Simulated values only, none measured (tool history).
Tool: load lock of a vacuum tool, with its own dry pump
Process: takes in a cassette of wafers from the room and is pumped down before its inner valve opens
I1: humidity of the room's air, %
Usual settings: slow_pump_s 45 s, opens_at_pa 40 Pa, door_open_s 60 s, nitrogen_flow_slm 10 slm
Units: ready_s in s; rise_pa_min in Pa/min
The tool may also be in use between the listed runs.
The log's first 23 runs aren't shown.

{"run": 24, "day": 334.533, "slow_pump_s": 60, "opens_at_pa": 30, "door_open_s": 165, "nitrogen_flow_slm": 6, "I1": 47.5, "ready_s": 77.2, "rise_pa_min": 0.194}
{"run": 25, "day": 350.079, "slow_pump_s": 60, "opens_at_pa": 30, "door_open_s": 165, "nitrogen_flow_slm": 6, "I1": 41.9, "ready_s": 76.6, "rise_pa_min": 0.205}
{"run": 26, "day": 368.308, "slow_pump_s": 66, "opens_at_pa": 50, "door_open_s": 32, "nitrogen_flow_slm": 13, "I1": 44, "ready_s": 81, "rise_pa_min": 0.177}
{"run": 27, "day": 383.446, "slow_pump_s": 36, "opens_at_pa": 35, "door_open_s": 223, "nitrogen_flow_slm": 12, "I1": 44, "ready_s": 58.3, "rise_pa_min": 0.243}
{"run": 28, "day": 398.233, "slow_pump_s": 45, "opens_at_pa": 40, "door_open_s": 105, "nitrogen_flow_slm": 37, "I1": 45, "ready_s": 65.4, "rise_pa_min": 0.212}
{"run": 29, "day": 409.983, "slow_pump_s": 45, "opens_at_pa": 40, "door_open_s": 105, "nitrogen_flow_slm": 37, "I1": 45.1, "ready_s": 65.3, "rise_pa_min": 0.233}
{"run": 30, "day": 420.25, "slow_pump_s": 29, "opens_at_pa": 28, "door_open_s": 143, "nitrogen_flow_slm": 10, "I1": 40.8, "ready_s": 54, "rise_pa_min": 0.27}
{"run": 31, "day": 435.562, "slow_pump_s": 29, "opens_at_pa": 38, "door_open_s": 143, "nitrogen_flow_slm": 10, "I1": 44.3, "ready_s": 52.9, "rise_pa_min": 0.304}
{"run": 32, "day": 449.454, "slow_pump_s": 52, "opens_at_pa": 38, "door_open_s": 143, "nitrogen_flow_slm": 29, "I1": 41.8, "ready_s": 70.8, "rise_pa_min": 0.297}
{"run": 33, "day": 457.917, "slow_pump_s": 39, "opens_at_pa": 47, "door_open_s": 49, "nitrogen_flow_slm": 15, "I1": 41.9, "ready_s": 60.7, "rise_pa_min": 0.305}
{"run": 34, "day": 468.971, "slow_pump_s": 39, "opens_at_pa": 47, "door_open_s": 49, "nitrogen_flow_slm": 15, "I1": 47, "ready_s": 60.1, "rise_pa_min": 0.319}
{"run": 35, "day": 486.142, "slow_pump_s": 24, "opens_at_pa": 49, "door_open_s": 30, "nitrogen_flow_slm": 5, "I1": 44.5, "ready_s": 48.5, "rise_pa_min": 0.345}
{"day": 491.592, "done": "dry pump taken out, an overhauled one fitted"}
{"run": 36, "day": 497.4, "slow_pump_s": 57, "opens_at_pa": 49, "door_open_s": 60, "nitrogen_flow_slm": 10, "I1": 49.9, "ready_s": 69.9, "rise_pa_min": 0.379}

Forecast each of these 4 alternatives for the next run:
{"run": "A", "day": 509.592, "slow_pump_s": 57, "opens_at_pa": 56, "door_open_s": 53, "nitrogen_flow_slm": 6, "I1": 46.2, "ready_s": "?", "rise_pa_min": "?"}
{"run": "B", "day": 509.592, "slow_pump_s": 23, "opens_at_pa": 66, "door_open_s": 60, "nitrogen_flow_slm": 10, "I1": 43.2, "ready_s": "?", "rise_pa_min": "?"}
{"run": "C", "day": 509.592, "slow_pump_s": 57, "opens_at_pa": 56, "door_open_s": 178, "nitrogen_flow_slm": 10, "I1": 45.4, "ready_s": "?", "rise_pa_min": "?"}
{"run": "D", "day": 509.592, "slow_pump_s": 26, "opens_at_pa": 40, "door_open_s": 27, "nitrogen_flow_slm": 10, "I1": 43.1, "ready_s": "?", "rise_pa_min": "?"}

run=A ready_s=71.5 rise_pa_min=0.398
run=B ready_s=42.3 rise_pa_min=0.391
run=C ready_s=70.4 rise_pa_min=0.438
run=D ready_s=46 rise_pa_min=0.38
Without the tool's hidden state the same runs would have given:
run=A ready_s=71.5 rise_pa_min=0.058
run=B ready_s=42.2 rise_pa_min=0.052
run=C ready_s=70.3 rise_pa_min=0.088
run=D ready_s=46 rise_pa_min=0.036
